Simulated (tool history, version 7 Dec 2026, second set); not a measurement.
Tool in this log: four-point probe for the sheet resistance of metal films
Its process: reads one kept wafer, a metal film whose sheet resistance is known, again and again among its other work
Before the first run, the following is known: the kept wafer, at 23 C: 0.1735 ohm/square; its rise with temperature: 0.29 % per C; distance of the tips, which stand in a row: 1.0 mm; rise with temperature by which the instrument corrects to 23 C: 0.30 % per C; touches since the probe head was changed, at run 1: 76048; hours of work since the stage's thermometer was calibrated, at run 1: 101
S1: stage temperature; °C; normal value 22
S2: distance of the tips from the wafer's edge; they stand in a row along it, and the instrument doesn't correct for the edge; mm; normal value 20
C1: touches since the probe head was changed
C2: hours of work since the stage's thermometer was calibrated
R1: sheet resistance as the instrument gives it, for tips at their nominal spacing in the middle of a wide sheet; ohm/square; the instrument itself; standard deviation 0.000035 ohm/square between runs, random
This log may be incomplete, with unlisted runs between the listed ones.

run   hour  S1  S2     C1   C2        R1
  1    0.0  22  20  76048  101  0.173775
  2   14.1  19  20  76566  107  0.173727
  3   40.4  19  20  77534  118  0.173704
  4   51.2  24  20  77933  122  0.173690
  5   77.2  24  20  78890  133  0.173721
  6  102.8  24  20  79829  144  0.173644
  7  116.3  22   9  80327  149  0.174629
  8  130.0  22   6  80833  155  0.176029
  9  156.8  22   6  81816  166  0.176031
 10  179.9  22   6  82669  176  0.176019
 11  197.1  22  72  83299  183  0.173509
 12  213.7  22  34  83911  190  0.173507
 13  227.9  22  20  84433  195  0.173706
 14  253.7  22  20  85384  206  0.173713
 15  268.4  22  20  85923  212  0.173733
 16  292.7  22   4  86819  222  0.179145
     304.9  -- new probe head fitted
 17  306.5  22  20     62  227  0.173694
 18  323.7  22  20    694  235  0.173703
 19  334.5  22  20   1091  239  0.173750
 20  345.7  22  20   1502  244  0.173763
 21  364.7  22  20   2201  251  0.173700
 22  387.0  22  20   3024  261  0.173788
 23  413.5  22  20   3997  272  0.173762
 24  425.4  22  17   4436  276  0.173815
 25  445.6  24  20   5179  285  0.173724
 26  463.9  23  40   5852  292  0.173602
 27  486.9  32   3   6699  302  0.183191
 28  511.9  35   5   7618  312  0.177014
 29  531.5  35   5   8340  320  0.177029
 30  544.9  22  12   8832  326  0.174116
 31  558.8  32  55   9343  332  0.173431
 32  581.9  32  55  10195  341  0.173433
 33  597.5  21   5  10768  348  0.177089
 34  611.6  29   5  11288  353  0.177103
 35  627.7  29   5  11877  360  0.177149
 36  653.5  22  18  12829  371  0.173791
 37  664.3  19  12  13226  375  0.174206
 38  678.1  20  17  13734  381  0.173845
 39  696.8  34   3  14423  389  0.183138
 40  711.8  30  20  14974  395  0.173644
 41  726.2  30  20  15503  401  0.173693
 42  738.1  34   4  15940  406  0.179001
 43  757.2  29   5  16646  413  0.177110
 44  780.2  23   3  17492  423  0.183240
 45  794.2  25  47  18004  429  0.173500
 46  809.2  21   4  18557  435  0.179151

How the hidden state differs across the entries between the runs, from the last listed run before each to the first after it:
Between runs 16 and 17: new probe head fitted (hour 304.9)
  inner tips' distance over the nominal, %: -0.014 -> -0.003; tips' flats over new ones', %: 3 -> 0
